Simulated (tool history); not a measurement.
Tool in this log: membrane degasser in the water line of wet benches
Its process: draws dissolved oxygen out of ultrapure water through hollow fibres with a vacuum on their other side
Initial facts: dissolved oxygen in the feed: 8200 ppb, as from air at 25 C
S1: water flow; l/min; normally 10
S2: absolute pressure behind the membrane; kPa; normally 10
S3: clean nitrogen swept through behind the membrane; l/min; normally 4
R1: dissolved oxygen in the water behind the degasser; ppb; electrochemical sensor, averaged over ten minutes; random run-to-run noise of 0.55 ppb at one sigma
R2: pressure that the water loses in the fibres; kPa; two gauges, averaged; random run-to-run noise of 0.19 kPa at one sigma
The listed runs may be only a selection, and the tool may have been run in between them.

run 1 hour=0 | S1=10 S2=10 S3=4 | R1=47.1 R2=39.57
run 2 hour=125.9 | S1=10 S2=10 S3=5.97 | R1=34.2 R2=39.37
run 3 hour=210.5 | S1=10 S2=10 S3=5.97 | R1=31.9 R2=40.04
run 4 hour=350.7 | S1=10 S2=10 S3=4 | R1=47.2 R2=39.72
run 5 hour=449.8 | S1=10 S2=10 S3=4 | R1=46.7 R2=39.87
run 6 hour=595.3 | S1=10 S2=10 S3=4 | R1=48.1 R2=39.96
run 7 hour=656.4 | S1=10 S2=10 S3=4 | R1=47.1 R2=39.53
run 8 hour=794.7 | S1=10 S2=10 S3=4 | R1=47.7 R2=40.15
run 9 hour=868.2 | S1=10 S2=10 S3=4 | R1=47.6 R2=39.81
run 10 hour=996.4 | S1=14 S2=10 S3=4 | R1=82.1 R2=55.6
run 11 hour=1097.6 | S1=10 S2=10.6 S3=4 | R1=50.1 R2=39.63
-- hour=1106.2 seals of the vacuum lines changed
run 12 hour=1231.6 | S1=10 S2=24.8 S3=4 | R1=136.2 R2=40.1
run 13 hour=1333 | S1=10 S2=10 S3=4 | R1=45.9 R2=39.99
run 14 hour=1459.5 | S1=10 S2=6 S3=4 | R1=22 R2=39.53
run 15 hour=1526.6 | S1=6 S2=19 S3=4 | R1=59.4 R2=23.8
run 16 hour=1642.7 | S1=6 S2=19 S3=4 | R1=59.4 R2=23.86
run 17 hour=1782.3 | S1=10 S2=23.8 S3=3.56 | R1=144.8 R2=40.2
run 18 hour=1904.6 | S1=10 S2=23.8 S3=3.56 | R1=145.7 R2=39.63
run 19 hour=2051 | S1=7 S2=24.6 S3=10.5 | R1=36.7 R2=28.05
run 20 hour=2119.5 | S1=10 S2=10 S3=1.69 | R1=101.8 R2=40.05
run 21 hour=2241.8 | S1=10 S2=8.6 S3=2.71 | R1=53.5 R2=39.51
run 22 hour=2378.6 | S1=10 S2=9 S3=3.67 | R1=42.8 R2=40.27
run 23 hour=2440.4 | S1=16 S2=6.1 S3=1.67 | R1=106.4 R2=64.54
run 24 hour=2557.6 | S1=16 S2=6.1 S3=1.67 | R1=107.2 R2=63.6
run 25 hour=2668.9 | S1=16 S2=12.3 S3=1.67 | R1=239.7 R2=64.25
run 26 hour=2799.3 | S1=10 S2=6.7 S3=4.3 | R1=24.3 R2=39.82
run 27 hour=2901 | S1=12 S2=6.7 S3=4.3 | R1=36.1 R2=48.03
run 28 hour=3045 | S1=10 S2=17.5 S3=10.06 | R1=39.6 R2=39.88

3 ways to go on from here, each from the tool as it stands after run 28. What would each give?
run A hour=3156.4 | S1=10 S2=19.3 S3=3.17 | R1=? R2=?
run B hour=3156.4 | S1=10 S2=13.4 S3=1.99 | R1=? R2=?
run C hour=3156.4 | S1=10 S2=12 S3=3.34 | R1=? R2=?

run=A R1=131.1 R2=39.93
run=B R1=127.2 R2=40
run=C R1=71 R2=39.83
Take away the tool's hidden state, keep each run's random variation, and the runs would have read:
run=A R1=128.9 R2=39.03
run=B R1=124.9 R2=39.1
run=C R1=69.4 R2=38.93
